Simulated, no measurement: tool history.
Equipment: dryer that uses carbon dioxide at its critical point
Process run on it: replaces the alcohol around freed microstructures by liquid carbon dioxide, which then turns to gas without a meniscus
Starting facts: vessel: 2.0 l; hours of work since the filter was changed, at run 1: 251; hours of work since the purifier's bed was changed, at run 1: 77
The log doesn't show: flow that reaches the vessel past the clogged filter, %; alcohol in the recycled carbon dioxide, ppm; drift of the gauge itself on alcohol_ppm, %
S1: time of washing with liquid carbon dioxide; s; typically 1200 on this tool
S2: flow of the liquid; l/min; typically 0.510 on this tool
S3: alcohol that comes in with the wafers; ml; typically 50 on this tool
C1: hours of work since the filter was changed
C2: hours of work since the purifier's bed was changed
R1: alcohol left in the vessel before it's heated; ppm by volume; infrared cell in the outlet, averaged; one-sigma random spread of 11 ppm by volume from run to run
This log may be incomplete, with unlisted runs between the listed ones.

run	hour	S1	S2	S3	C1	C2	R1
1	0.0	1200	0.510	50	251	77	1074
# hour 54.1: inlet filter changed
2	68.0	840	0.510	50	4	98	2025
3	131.3	1200	0.640	50	24	118	285
4	161.5	1200	0.640	50	34	128	309
5	219.5	1200	0.640	50	52	146	315
6	251.0	1200	0.474	50	62	156	990
7	292.0	1200	0.474	50	75	169	1058
8	329.5	1200	0.474	50	87	181	1080
9	374.9	1020	0.510	50	102	195	1351
10	422.2	1020	0.510	50	117	210	1456
11	479.0	1200	0.682	33	135	228	236
12	529.7	1200	0.830	51	151	244	159
13	589.1	1200	0.830	51	169	263	169
14	652.0	1200	0.487	51	189	283	1221
15	681.4	1200	0.487	33	199	292	824

Measured result minus the same run's result without the hidden state. Both carry the same run-to-run variation, though not necessarily the same gauge scatter:
run	R1
1	+430
2	+55
3	+48
4	+59
5	+75
6	+153
7	+188
8	+214
9	+269
10	+322
11	+113
12	+98
13	+112
14	+434
15	+317
